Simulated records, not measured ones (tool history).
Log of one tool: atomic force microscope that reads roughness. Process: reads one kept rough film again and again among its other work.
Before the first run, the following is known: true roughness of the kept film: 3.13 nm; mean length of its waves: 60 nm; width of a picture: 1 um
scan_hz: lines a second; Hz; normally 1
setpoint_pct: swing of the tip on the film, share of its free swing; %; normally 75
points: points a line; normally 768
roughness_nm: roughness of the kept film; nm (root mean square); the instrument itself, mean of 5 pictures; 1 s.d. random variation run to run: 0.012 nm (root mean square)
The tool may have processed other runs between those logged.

Run 1, day 0: usual settings. Result: roughness_nm 2.633 nm (root mean square).
At day 0.358: new tip fitted.
Run 2, day 0.608: usual settings. Result: roughness_nm 2.821 nm (root mean square).
Run 3, day 1.262: usual settings. Result: roughness_nm 2.73 nm (root mean square).
Run 4, day 2.254: usual settings. Result: roughness_nm 2.604 nm (root mean square).
At day 2.854: new tip fitted.
Run 5, day 3.146: usual settings. Result: roughness_nm 2.81 nm (root mean square).
Run 6, day 3.933: usual settings. Result: roughness_nm 2.72 nm (root mean square).
Run 7, day 4.908: usual settings. Result: roughness_nm 2.602 nm (root mean square).
At day 5.346: new tip fitted.
Run 8, day 5.921: usual settings but points 728. Result: roughness_nm 2.77 nm (root mean square).
Run 9, day 6.925: usual settings but points 728. Result: roughness_nm 2.661 nm (root mean square).
At day 7.846: new tip fitted.
Run 10, day 7.846: usual settings but scan_hz 1.87 Hz. Result: roughness_nm 2.724 nm (root mean square).
Run 11, day 8.85: usual settings. Result: roughness_nm 2.722 nm (root mean square).
Run 12, day 9.35: usual settings. Result: roughness_nm 2.68 nm (root mean square).
At day 10.346: new tip fitted.
Run 13, day 10.442: usual settings. Result: roughness_nm 2.823 nm (root mean square).
Run 14, day 11.6: usual settings but scan_hz 2.87 Hz. Result: roughness_nm 2.422 nm (root mean square).
Run 15, day 12.362: usual settings but scan_hz 2.87 Hz. Result: roughness_nm 2.317 nm (root mean square).
At day 12.858: new tip fitted.
Run 16, day 13.133: usual settings but points 260. Result: roughness_nm 2.809 nm (root mean square).
Run 17, day 13.929: usual settings but points 260. Result: roughness_nm 2.699 nm (root mean square).
Run 18, day 14.662: usual settings but scan_hz 3.24 Hz. Result: roughness_nm 2.298 nm (root mean square).
At day 15.371: new tip fitted.
Run 19, day 15.788: usual settings but scan_hz 3.24 Hz. Result: roughness_nm 2.445 nm (root mean square).
Run 20, day 16.583: usual settings but scan_hz 3.24 Hz. Result: roughness_nm 2.384 nm (root mean square).
Run 21, day 17.471: usual settings but scan_hz 3.24 Hz. Result: roughness_nm 2.284 nm (root mean square).
At day 17.896: new tip fitted.
Run 22, day 18.388: usual settings but scan_hz 3.24 Hz. Result: roughness_nm 2.448 nm (root mean square).
Run 23, day 19.029: usual settings. Result: roughness_nm 2.717 nm (root mean square).
Run 24, day 20.229: usual settings but scan_hz 2.98 Hz. Result: roughness_nm 2.338 nm (root mean square).
At day 20.421: new tip fitted.
Run 25, day 21.012: usual settings but scan_hz 2.98 Hz. Result: roughness_nm 2.471 nm (root mean square).
Run 26, day 21.75: usual settings. Result: roughness_nm 2.665 nm (root mean square).
Run 27, day 22.433: usual settings. Result: roughness_nm 2.619 nm (root mean square).
At day 22.933: new tip fitted.
Run 28, day 23.575: usual settings but setpoint_pct 68 %. Result: roughness_nm 2.851 nm (root mean square).
Run 29, day 24.646: usual settings but scan_hz 0.75 Hz, points 489. Result: roughness_nm 2.685 nm (root mean square).
At day 25.429: new tip fitted.
Run 30, day 25.592: usual settings but scan_hz 1.08 Hz, points 489. Result: roughness_nm 2.801 nm (root mean square).
Run 31, day 26.762: usual settings but setpoint_pct 85 %, points 410. Result: roughness_nm 2.57 nm (root mean square).
Run 32, day 27.3: usual settings but scan_hz 1.24 Hz, setpoint_pct 80 %, points 663. Result: roughness_nm 2.531 nm (root mean square).
At day 27.925: new tip fitted.
Run 33, day 28.312: usual settings but scan_hz 1.24 Hz, setpoint_pct 80 %, points 663. Result: roughness_nm 2.68 nm (root mean square).
Run 34, day 29.404: usual settings but scan_hz 1.24 Hz, setpoint_pct 80 %, points 663. Result: roughness_nm 2.572 nm (root mean square).
At day 30.412: new tip fitted.
Run 35, day 30.412: usual settings but scan_hz 1.24 Hz, setpoint_pct 80 %, points 663. Result: roughness_nm 2.732 nm (root mean square).
Run 36, day 31: usual settings but setpoint_pct 85 %, points 872. Result: roughness_nm 2.682 nm (root mean square).
Run 37, day 32.058: usual settings but setpoint_pct 85 %, points 872. Result: roughness_nm 2.551 nm (root mean square).
Run 38, day 32.646: usual settings but scan_hz 2.15 Hz, setpoint_pct 64 %, points 544. Result: roughness_nm 2.574 nm (root mean square).
At day 32.983: new tip fitted.
Run 39, day 33.838: usual settings but scan_hz 1.64 Hz, setpoint_pct 81 %, points 453. Result: roughness_nm 2.541 nm (root mean square).
Run 40, day 34.825: usual settings but scan_hz 0.65 Hz, setpoint_pct 74 %, points 658. Result: roughness_nm 2.69 nm (root mean square).
Run 41, day 35.362: usual settings but scan_hz 0.65 Hz, setpoint_pct 74 %, points 658. Result: roughness_nm 2.636 nm (root mean square).
At day 35.529: new tip fitted.
Run 42, day 36.579: usual settings but setpoint_pct 83 %, points 303. Result: roughness_nm 2.625 nm (root mean square).
Run 43, day 37.738: usual settings but scan_hz 0.97 Hz, setpoint_pct 65 %, points 842. Result: roughness_nm 2.673 nm (root mean square).
At day 38.054: new tip fitted.
Run 44, day 38.929: usual settings but scan_hz 1.59 Hz, setpoint_pct 65 %, points 378. Result: roughness_nm 2.762 nm (root mean square).
Run 45, day 40.017: usual settings but scan_hz 0.62 Hz, setpoint_pct 73 %, points 670. Result: roughness_nm 2.696 nm (root mean square).
At day 40.596: new tip fitted.
Run 46, day 40.812: usual settings but scan_hz 0.62 Hz, setpoint_pct 73 %, points 670. Result: roughness_nm 2.887 nm (root mean square).
Run 47, day 41.392: usual settings but scan_hz 1.95 Hz, setpoint_pct 65 %, points 312. Result: roughness_nm 2.717 nm (root mean square).
Run 48, day 42.092: usual settings but scan_hz 3.06 Hz, setpoint_pct 74 %, points 915. Result: roughness_nm 2.382 nm (root mean square).
At day 43.125: new tip fitted.
Run 49, day 43.171: usual settings but scan_hz 3.06 Hz, setpoint_pct 74 %, points 915. Result: roughness_nm 2.538 nm (root mean square).

Run 50 comes next. What will it give?
Run 50, day 44.312: usual settings but scan_hz 3.06 Hz, setpoint_pct 74 %, points 915. Result: roughness_nm ?.

roughness_nm: 2.418 nm (root mean square)
On a tool with no hidden condition, and with the same random variation, this run would have come out at roughness_nm 2.532 nm (root mean square).

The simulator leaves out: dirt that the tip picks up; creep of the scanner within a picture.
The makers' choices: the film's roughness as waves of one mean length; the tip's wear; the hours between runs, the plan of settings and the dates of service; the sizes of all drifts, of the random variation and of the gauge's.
